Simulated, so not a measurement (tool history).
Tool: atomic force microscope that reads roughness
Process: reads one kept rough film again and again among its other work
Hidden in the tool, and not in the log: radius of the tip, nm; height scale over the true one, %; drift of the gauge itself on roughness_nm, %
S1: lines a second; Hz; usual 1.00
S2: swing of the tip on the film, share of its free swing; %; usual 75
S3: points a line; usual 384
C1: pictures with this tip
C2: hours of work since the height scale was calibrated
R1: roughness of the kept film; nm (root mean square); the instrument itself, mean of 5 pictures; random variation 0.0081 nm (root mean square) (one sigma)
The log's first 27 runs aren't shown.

run    hour    S1  S2   S3  C1    C2     R1
 28   714.3  2.28  62  413  50  1153  1.595
 29   737.3  1.70  72  384  75  1167  1.537
      743.2  -- new tip fitted
 30   763.8  1.47  57  706  22  1183  1.723
 31   801.2  1.09  72  869  62  1207  1.596
      821.2  -- new tip fitted
 32   832.3  2.58  60  620  12  1226  1.711
 33   864.9  1.55  73  503  47  1246  1.596
 34   880.4  1.00  75  463  64  1256  1.578
      898.1  -- new tip fitted
 35   916.5  1.00  75  463  20  1278  1.689
 36   939.7  1.00  75  463  44  1293  1.631
 37   971.2  1.00  75  463  78  1312  1.567
      974.5  -- new tip fitted
 38  1004.6  1.00  75  463  32  1333  1.666

5 ways to go on from here, each from the tool as it stands after run 38. What would each give?
  A  1036.1  0.64  76  451  66  1353   ?
  B  1036.1  0.74  75  493  66  1353   ?
  C  1036.1  1.00  75  345  66  1353   ?
  D  1036.1  3.07  68  995  66  1353   ?
  E  1036.1  3.57  75  614  66  1353   ?

run     R1
  A  1.613
  B  1.622
  C  1.581
  D  1.535
  E  1.448
Without the tool's hidden state the same runs would have given:
run     R1
  A  1.801
  B  1.811
  C  1.765
  D  1.714
  E  1.617
